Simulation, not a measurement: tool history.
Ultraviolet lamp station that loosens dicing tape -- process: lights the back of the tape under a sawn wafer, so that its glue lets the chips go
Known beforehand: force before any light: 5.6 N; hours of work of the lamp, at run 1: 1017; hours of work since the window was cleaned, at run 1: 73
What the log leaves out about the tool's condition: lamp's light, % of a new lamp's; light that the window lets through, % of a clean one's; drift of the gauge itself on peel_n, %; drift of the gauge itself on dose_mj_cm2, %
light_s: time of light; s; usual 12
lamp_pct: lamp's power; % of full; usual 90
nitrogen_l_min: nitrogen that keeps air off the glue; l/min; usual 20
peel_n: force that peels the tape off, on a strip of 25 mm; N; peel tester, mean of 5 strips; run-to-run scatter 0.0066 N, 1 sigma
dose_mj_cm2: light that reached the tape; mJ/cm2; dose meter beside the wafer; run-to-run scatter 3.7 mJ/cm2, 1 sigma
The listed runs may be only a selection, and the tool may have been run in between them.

| run | hour | light_s | lamp_pct | nitrogen_l_min | hours of work of the lamp | hours of work since the window was cleaned | peel_n | dose_mj_cm2 |
|---|---|---|---|---|---|---|---|---|
| 1 | 0 | 12 | 90 | 20 | 1017 | 73 | 0.225 | 616 |
| 2 | 63.8 | 12 | 90 | 20 | 1065 | 121 | 0.216 | 615 |
|  | 120.5 | lamp changed |
| 3 | 123.2 | 12 | 90 | 10 | 2 | 165 | 0.283 | 617 |
| 4 | 172.6 | 12 | 90 | 10 | 39 | 202 | 0.276 | 612 |
| 5 | 208.7 | 12 | 78 | 20 | 66 | 230 | 0.246 | 534 |
| 6 | 255.2 | 12 | 78 | 20 | 101 | 265 | 0.25 | 530 |
| 7 | 308 | 12 | 78 | 20 | 141 | 304 | 0.261 | 537 |
| 8 | 349.1 | 12 | 78 | 20 | 172 | 335 | 0.24 | 526 |
|  | 359.9 | window cleaned of glue's vapour |
| 9 | 383.5 | 12 | 90 | 34 | 198 | 18 | 0.195 | 616 |
| 10 | 450.1 | 12 | 90 | 15 | 248 | 68 | 0.248 | 610 |
| 11 | 499.4 | 12 | 90 | 15 | 285 | 105 | 0.232 | 606 |
| 12 | 535.4 | 12 | 90 | 15 | 312 | 132 | 0.237 | 613 |
| 13 | 598.1 | 12 | 90 | 20 | 359 | 179 | 0.212 | 610 |
| 14 | 652 | 14 | 90 | 20 | 400 | 220 | 0.189 | 714 |
| 15 | 690.8 | 12 | 90 | 20 | 429 | 249 | 0.208 | 605 |
| 16 | 732 | 12 | 90 | 20 | 460 | 280 | 0.204 | 607 |
| 17 | 794.6 | 12 | 90 | 20 | 507 | 327 | 0.218 | 611 |
|  | 816.2 | window cleaned of glue's vapour |
| 18 | 830.9 | 12 | 90 | 20 | 534 | 11 | 0.213 | 609 |
| 19 | 882.2 | 12 | 90 | 20 | 573 | 50 | 0.214 | 608 |
| 20 | 912.6 | 12 | 90 | 20 | 595 | 73 | 0.216 | 609 |
| 21 | 970 | 12 | 90 | 20 | 639 | 116 | 0.213 | 610 |
| 22 | 1009.6 | 12 | 90 | 11 | 668 | 146 | 0.271 | 604 |
| 23 | 1078.2 | 11 | 94 | 7 | 720 | 197 | 0.387 | 576 |
| 24 | 1119.6 | 11 | 77 | 15 | 751 | 228 | 0.333 | 476 |
| 25 | 1162.5 | 9 | 83 | 8 | 783 | 261 | 0.616 | 419 |
| 26 | 1228.3 | 15 | 61 | 20 | 833 | 310 | 0.259 | 502 |
|  | 1273.2 | window cleaned of glue's vapour |
| 27 | 1283.9 | 15 | 61 | 20 | 875 | 8 | 0.244 | 516 |
| 28 | 1316.8 | 15 | 61 | 20 | 899 | 33 | 0.252 | 508 |
| 29 | 1350.8 | 8 | 61 | 8 | 925 | 58 | 1.155 | 269 |
| 30 | 1390.2 | 8 | 61 | 8 | 955 | 88 | 1.198 | 272 |
| 31 | 1420.4 | 13 | 78 | 20 | 977 | 111 | 0.227 | 564 |
| 32 | 1454 | 9 | 90 | 7 | 1003 | 136 | 0.597 | 455 |
| 33 | 1506.4 | 9 | 90 | 7 | 1042 | 176 | 0.576 | 450 |
| 34 | 1552.6 | 9 | 90 | 7 | 1077 | 210 | 0.594 | 450 |
| 35 | 1588 | 9 | 90 | 7 | 1103 | 237 | 0.593 | 449 |
|  | 1594.3 | lamp changed |
| 36 | 1638.3 | 9 | 90 | 7 | 33 | 274 | 0.561 | 449 |
|  | 1674.5 | gauge calibrated |
| 37 | 1698.8 | 9 | 90 | 7 | 79 | 320 | 0.589 | 464 |
|  | 1732 | window cleaned of glue's vapour |
| 38 | 1738.6 | 17 | 88 | 17 | 108 | 5 | 0.191 | 850 |
| 39 | 1796.8 | 17 | 88 | 17 | 152 | 49 | 0.181 | 859 |
| 40 | 1844.9 | 6 | 88 | 17 | 188 | 85 | 0.689 | 302 |
| 41 | 1878.3 | 6 | 88 | 17 | 213 | 110 | 0.666 | 300 |
| 42 | 1920.3 | 12 | 63 | 38 | 245 | 142 | 0.258 | 433 |
| 43 | 1959.9 | 12 | 63 | 38 | 275 | 171 | 0.256 | 429 |
| 44 | 2023.5 | 12 | 63 | 38 | 323 | 219 | 0.257 | 435 |

Each row is a separate what-if for the run after 44, all from the same tool condition, not one after another. Results?
| A | 2078.2 | 12 | 87 | 12 | 364 | 261 | ? | ? |
| B | 2078.2 | 16 | 64 | 11 | 364 | 261 | ? | ? |
| C | 2078.2 | 14 | 88 | 38 | 364 | 261 | ? | ? |

| run | peel_n | dose_mj_cm2 |
|---|---|---|
| A | 0.264 | 594 |
| B | 0.294 | 579 |
| C | 0.196 | 702 |
Take away the tool's hidden state, keep each run's random variation, and the runs would have read:
| run | peel_n | dose_mj_cm2 |
|---|---|---|
| A | 0.263 | 599 |
| B | 0.293 | 584 |
| C | 0.196 | 708 |
